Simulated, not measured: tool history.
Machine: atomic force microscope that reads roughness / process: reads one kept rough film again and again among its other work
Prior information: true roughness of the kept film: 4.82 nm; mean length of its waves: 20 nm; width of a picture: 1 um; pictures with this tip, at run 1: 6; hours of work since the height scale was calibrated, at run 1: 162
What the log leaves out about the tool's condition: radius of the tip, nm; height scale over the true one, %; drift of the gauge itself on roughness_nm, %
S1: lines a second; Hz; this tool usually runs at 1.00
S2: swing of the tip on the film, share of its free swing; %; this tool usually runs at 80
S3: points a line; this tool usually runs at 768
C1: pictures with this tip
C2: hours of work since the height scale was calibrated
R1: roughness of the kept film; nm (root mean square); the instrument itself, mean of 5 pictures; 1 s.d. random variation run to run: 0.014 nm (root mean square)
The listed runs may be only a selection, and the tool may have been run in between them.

run 1 hour=0.0 | S1=1.00 S2=80 S3=768 | C1=6 C2=162 | R1=3.202
run 2 hour=7.8 | S1=1.00 S2=80 S3=768 | C1=18 C2=167 | R1=3.040
run 3 hour=11.7 | S1=1.00 S2=80 S3=768 | C1=25 C2=169 | R1=2.945
run 4 hour=17.2 | S1=1.00 S2=57 S3=768 | C1=33 C2=173 | R1=3.035
run 5 hour=23.9 | S1=1.00 S2=80 S3=768 | C1=44 C2=177 | R1=2.724
run 6 hour=29.0 | S1=1.00 S2=80 S3=768 | C1=53 C2=180 | R1=2.611
run 7 hour=37.2 | S1=1.00 S2=80 S3=284 | C1=66 C2=185 | R1=2.434
run 8 hour=45.9 | S1=1.00 S2=80 S3=284 | C1=80 C2=191 | R1=2.286
run 9 hour=53.0 | S1=1.00 S2=80 S3=284 | C1=91 C2=195 | R1=2.212
run 10 hour=60.6 | S1=1.00 S2=80 S3=284 | C1=104 C2=200 | R1=2.122
run 11 hour=68.0 | S1=1.00 S2=80 S3=284 | C1=116 C2=205 | R1=2.033
run 12 hour=76.4 | S1=1.00 S2=80 S3=768 | C1=129 C2=210 | R1=1.993
run 13 hour=84.3 | S1=1.00 S2=80 S3=768 | C1=142 C2=215 | R1=1.903
-- hour=85.4 new tip fitted
run 14 hour=90.7 | S1=1.00 S2=76 S3=768 | C1=9 C2=219 | R1=3.159
run 15 hour=99.8 | S1=1.00 S2=76 S3=768 | C1=23 C2=224 | R1=2.940
run 16 hour=107.4 | S1=1.00 S2=76 S3=768 | C1=36 C2=229 | R1=2.790
run 17 hour=113.0 | S1=1.00 S2=88 S3=452 | C1=45 C2=233 | R1=2.525
run 18 hour=116.7 | S1=1.00 S2=59 S3=768 | C1=51 C2=235 | R1=2.727
run 19 hour=124.3 | S1=0.90 S2=66 S3=620 | C1=63 C2=240 | R1=2.591
run 20 hour=131.2 | S1=0.90 S2=66 S3=620 | C1=74 C2=244 | R1=2.499
run 21 hour=136.6 | S1=0.90 S2=66 S3=620 | C1=83 C2=247 | R1=2.402
run 22 hour=142.0 | S1=3.48 S2=74 S3=808 | C1=92 C2=251 | R1=1.985
run 23 hour=147.0 | S1=0.57 S2=56 S3=808 | C1=100 C2=254 | R1=2.359
run 24 hour=155.3 | S1=2.00 S2=69 S3=412 | C1=113 C2=259 | R1=2.067
run 25 hour=164.3 | S1=3.47 S2=86 S3=768 | C1=128 C2=265 | R1=1.517
run 26 hour=171.0 | S1=3.47 S2=86 S3=768 | C1=138 C2=269 | R1=1.488
-- hour=174.3 new tip fitted
run 27 hour=175.5 | S1=1.00 S2=80 S3=436 | C1=2 C2=272 | R1=3.172
run 28 hour=181.0 | S1=1.00 S2=80 S3=436 | C1=11 C2=275 | R1=3.015
run 29 hour=187.8 | S1=1.00 S2=80 S3=436 | C1=22 C2=279 | R1=2.884
run 30 hour=195.1 | S1=3.33 S2=61 S3=768 | C1=34 C2=284 | R1=2.748
run 31 hour=200.5 | S1=1.00 S2=75 S3=655 | C1=42 C2=287 | R1=2.700
run 32 hour=207.0 | S1=1.00 S2=75 S3=655 | C1=53 C2=291 | R1=2.588

Table of differences, measured result less the result of that run with no hidden state. Run-to-run variation is the same in both. Gauge scatter possibly is not:
run=1 R1=-0.081
run=2 R1=-0.263
run=3 R1=-0.354
run=4 R1=-0.487
run=5 R1=-0.588
run=6 R1=-0.679
run=7 R1=-0.794
run=8 R1=-0.920
run=9 R1=-1.008
run=10 R1=-1.113
run=11 R1=-1.189
run=12 R1=-1.305
run=13 R1=-1.380
run=14 R1=-0.200
run=15 R1=-0.405
run=16 R1=-0.558
run=17 R1=-0.616
run=18 R1=-0.743
run=19 R1=-0.863
run=20 R1=-0.959
run=21 R1=-1.034
run=22 R1=-0.941
run=23 R1=-1.207
run=24 R1=-1.199
run=25 R1=-1.001
run=26 R1=-1.043
run=27 R1=-0.127
run=28 R1=-0.260
run=29 R1=-0.396
run=30 R1=-0.536
run=31 R1=-0.635
run=32 R1=-0.751
